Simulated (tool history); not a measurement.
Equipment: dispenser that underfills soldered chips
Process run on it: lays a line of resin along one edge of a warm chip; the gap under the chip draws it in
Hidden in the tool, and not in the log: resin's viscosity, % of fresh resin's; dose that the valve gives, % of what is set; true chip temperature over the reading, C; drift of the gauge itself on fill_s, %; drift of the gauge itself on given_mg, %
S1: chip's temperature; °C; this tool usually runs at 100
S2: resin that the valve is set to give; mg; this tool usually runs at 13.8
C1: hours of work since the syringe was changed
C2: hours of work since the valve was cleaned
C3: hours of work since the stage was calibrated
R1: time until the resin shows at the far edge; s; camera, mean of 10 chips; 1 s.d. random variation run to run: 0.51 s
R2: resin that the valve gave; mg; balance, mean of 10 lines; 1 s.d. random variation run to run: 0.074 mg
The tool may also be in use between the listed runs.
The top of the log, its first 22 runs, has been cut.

At day 7.842: new syringe of resin.
Run 23, day 7.971: usual settings but S1 105 °C, S2 14.5 mg; C1 2; C2 45; C3 136. Result: R1 35 s, R2 14.23 mg.
Run 24, day 8.154: usual settings but S1 91 °C, S2 17.4 mg; C1 5; C2 48; C3 139. Result: R1 78.3 s, R2 17 mg.
At day 8.246: new syringe of resin.
Run 25, day 8.579: usual settings but S1 99 °C, S2 17.7 mg; C1 6; C2 55; C3 146. Result: R1 53.6 s, R2 17.35 mg.
At day 8.654: new syringe of resin.
At day 9.038: new syringe of resin.
Run 26, day 9.038: usual settings but S1 111 °C, S2 16.8 mg; C1 0; C2 62; C3 153. Result: R1 24.1 s, R2 16.35 mg.
Run 27, day 9.288: usual settings but S1 95 °C, S2 13.1 mg; C1 4; C2 66; C3 157. Result: R1 63.3 s, R2 12.68 mg.
At day 9.433: new syringe of resin.
Run 28, day 9.588: usual settings but S1 105 °C, S2 12.2 mg; C1 3; C2 71; C3 162. Result: R1 35.8 s, R2 11.85 mg.
At day 9.833: new syringe of resin.
Run 29, day 10.038: usual settings but S1 102 °C, S2 12.7 mg; C1 3; C2 79; C3 169. Result: R1 43.3 s, R2 12.26 mg.
At day 10.242: new syringe of resin.
Run 30, day 10.329: usual settings but S1 102 °C, S2 12.7 mg; C1 1; C2 83; C3 174. Result: R1 39 s, R2 12.22 mg.
At day 10.625: new syringe of resin.
Run 31, day 10.7: usual settings but S1 102 °C, S2 12.7 mg; C1 1; C2 89; C3 180. Result: R1 37.3 s, R2 12.2 mg.
Run 32, day 10.888: usual settings but S1 94 °C; C1 4; C2 93; C3 183. Result: R1 64.4 s, R2 13.33 mg.
At day 11.042: new syringe of resin.
Run 33, day 11.1: usual settings but S1 96 °C, S2 17.6 mg; C1 1; C2 96; C3 187. Result: R1 48.3 s, R2 16.82 mg.
At day 11.183: dispensing valve cleaned and set on the balance.
At day 11.475: new syringe of resin.
Run 34, day 11.538: usual settings but S1 96 °C, S2 17.6 mg; C1 1; C2 6; C3 193. Result: R1 49.2 s, R2 17.47 mg.

Each row is a separate what-if for the run after 34, all from the same tool condition, not one after another. Results?
Run A, day 11.746: usual settings but S1 96 °C, S2 14.8 mg; C1 5; C2 9; C3 197. Result: R1 ?, R2 ?.
Run B, day 11.746: usual settings but S2 12.8 mg; C1 5; C2 9; C3 197. Result: R1 ?, R2 ?.
Run C, day 11.746: usual settings but S1 85 °C, S2 12 mg; C1 5; C2 9; C3 197. Result: R1 ?, R2 ?.

run     R1     R2
  A   59.3  14.82
  B   49.2  12.69
  C  102.7  11.99
Take away the tool's hidden state, keep each run's random variation, and the runs would have read:
run    R1     R2
  A  49.6  14.89
  B    41  12.75
  C  86.1  12.04
